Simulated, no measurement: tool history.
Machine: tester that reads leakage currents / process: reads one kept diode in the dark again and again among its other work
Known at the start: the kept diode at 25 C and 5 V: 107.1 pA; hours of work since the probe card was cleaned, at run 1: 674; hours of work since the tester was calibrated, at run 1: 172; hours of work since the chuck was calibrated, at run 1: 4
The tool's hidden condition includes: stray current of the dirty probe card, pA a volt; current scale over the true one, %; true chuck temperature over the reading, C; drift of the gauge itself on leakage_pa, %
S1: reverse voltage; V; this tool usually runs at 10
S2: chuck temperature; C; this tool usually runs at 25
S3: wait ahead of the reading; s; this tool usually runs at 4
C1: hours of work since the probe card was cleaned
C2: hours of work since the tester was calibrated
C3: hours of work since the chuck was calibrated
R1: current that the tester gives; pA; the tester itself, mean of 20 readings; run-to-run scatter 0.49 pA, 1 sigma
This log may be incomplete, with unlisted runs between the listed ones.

run 1 hour=0 | S1=10 S2=25 S3=4 | C1=674 C2=172 C3=4 | R1=162.49
run 2 hour=22.2 | S1=10 S2=40 S3=4 | C1=686 C2=184 C3=16 | R1=527.94
run 3 hour=48.2 | S1=10 S2=31 S3=4 | C1=700 C2=197 C3=30 | R1=263.13
run 4 hour=65.4 | S1=10 S2=25 S3=4 | C1=709 C2=206 C3=39 | R1=161.65
run 5 hour=101.4 | S1=18 S2=25 S3=4 | C1=727 C2=225 C3=58 | R1=229.33
run 6 hour=120.6 | S1=18 S2=25 S3=4 | C1=738 C2=235 C3=68 | R1=230.28
run 7 hour=155 | S1=10 S2=25 S3=0.35 | C1=756 C2=253 C3=86 | R1=164.52
run 8 hour=182.7 | S1=10 S2=25 S3=0.35 | C1=770 C2=268 C3=100 | R1=166.07
run 9 hour=207.1 | S1=10 S2=25 S3=0.35 | C1=783 C2=280 C3=113 | R1=165.54
run 10 hour=232.7 | S1=10 S2=25 S3=0.35 | C1=796 C2=294 C3=126 | R1=166.26
run 11 hour=263.9 | S1=10 S2=25 S3=0.3 | C1=813 C2=310 C3=143 | R1=166.05
run 12 hour=295.1 | S1=10 S2=25 S3=4.06 | C1=829 C2=327 C3=159 | R1=161.57
run 13 hour=327.1 | S1=10 S2=25 S3=4 | C1=846 C2=343 C3=176 | R1=162.33
run 14 hour=346.6 | S1=17.2 S2=25 S3=4 | C1=856 C2=354 C3=186 | R1=224.07
run 15 hour=370.3 | S1=1.9 S2=25 S3=4 | C1=868 C2=366 C3=199 | R1=60.39
run 16 hour=390.5 | S1=1.9 S2=25 S3=4 | C1=879 C2=377 C3=209 | R1=60.34
run 17 hour=409.3 | S1=19.9 S2=25 S3=4 | C1=889 C2=386 C3=219 | R1=244.65
run 18 hour=443.5 | S1=19.9 S2=25 S3=4 | C1=907 C2=404 C3=237 | R1=243.32
run 19 hour=463 | S1=19.9 S2=25 S3=4 | C1=917 C2=415 C3=247 | R1=244.18
run 20 hour=493.5 | S1=6.3 S2=42 S3=2.13 | C1=933 C2=431 C3=263 | R1=466.75
run 21 hour=513.4 | S1=6.3 S2=42 S3=2.13 | C1=943 C2=441 C3=274 | R1=468.84
run 22 hour=549.2 | S1=17.2 S2=32 S3=2.13 | C1=962 C2=460 C3=292 | R1=393.31
run 23 hour=572.5 | S1=7.8 S2=32 S3=9.45 | C1=974 C2=472 C3=304 | R1=246.85
run 24 hour=590.3 | S1=7.8 S2=45 S3=9.45 | C1=984 C2=481 C3=314 | R1=664.88
run 25 hour=620.2 | S1=10 S2=25 S3=3.88 | C1=999 C2=497 C3=330 | R1=162.3
run 26 hour=639.8 | S1=13.5 S2=30 S3=6.18 | C1=1010 C2=507 C3=340 | R1=290.31
-- hour=648.3 probe card cleaned and baked
run 27 hour=672.7 | S1=13.5 S2=30 S3=6.18 | C1=13 C2=523 C3=355 | R1=292.07
run 28 hour=690.3 | S1=1.1 S2=25 S3=4 | C1=22 C2=532 C3=365 | R1=43.63
run 29 hour=708.8 | S1=10 S2=36 S3=0.74 | C1=32 C2=542 C3=374 | R1=393.02
run 30 hour=733 | S1=16.7 S2=36 S3=0.32 | C1=44 C2=555 C3=387 | R1=536.11
run 31 hour=748.8 | S1=2.7 S2=33 S3=2.75 | C1=53 C2=563 C3=395 | R1=142.66
run 32 hour=780.5 | S1=2.7 S2=33 S3=2.75 | C1=69 C2=579 C3=412 | R1=142.4
run 33 hour=815.3 | S1=2.7 S2=45 S3=0.69 | C1=88 C2=598 C3=430 | R1=353.11
run 34 hour=832.8 | S1=8.4 S2=40 S3=2.99 | C1=97 C2=607 C3=439 | R1=481.93
run 35 hour=849.9 | S1=8.4 S2=40 S3=2.99 | C1=106 C2=616 C3=448 | R1=480.51
run 36 hour=885 | S1=10 S2=30 S3=5.15 | C1=124 C2=634 C3=467 | R1=245.36
run 37 hour=914.2 | S1=10 S2=25 S3=0.3 | C1=139 C2=650 C3=482 | R1=166.24

Each row is a separate what-if for the run after 37, all from the same tool condition, not one after another. Results?
run A hour=928.7 | S1=10 S2=21 S3=4 | C1=147 C2=657 C3=490 | R1=?
run B hour=928.7 | S1=10 S2=25 S3=5.57 | C1=147 C2=657 C3=490 | R1=?
run C hour=928.7 | S1=10 S2=30 S3=7.49 | C1=147 C2=657 C3=490 | R1=?
run D hour=928.7 | S1=10 S2=25 S3=0.3 | C1=147 C2=657 C3=490 | R1=?

run=A R1=115.94
run=B R1=162.2
run=C R1=244.52
run=D R1=166.08
Without the tool's unlogged condition, the same runs would have read:
run=A R1=115.9
run=B R1=162.15
run=C R1=244.45
run=D R1=166.03

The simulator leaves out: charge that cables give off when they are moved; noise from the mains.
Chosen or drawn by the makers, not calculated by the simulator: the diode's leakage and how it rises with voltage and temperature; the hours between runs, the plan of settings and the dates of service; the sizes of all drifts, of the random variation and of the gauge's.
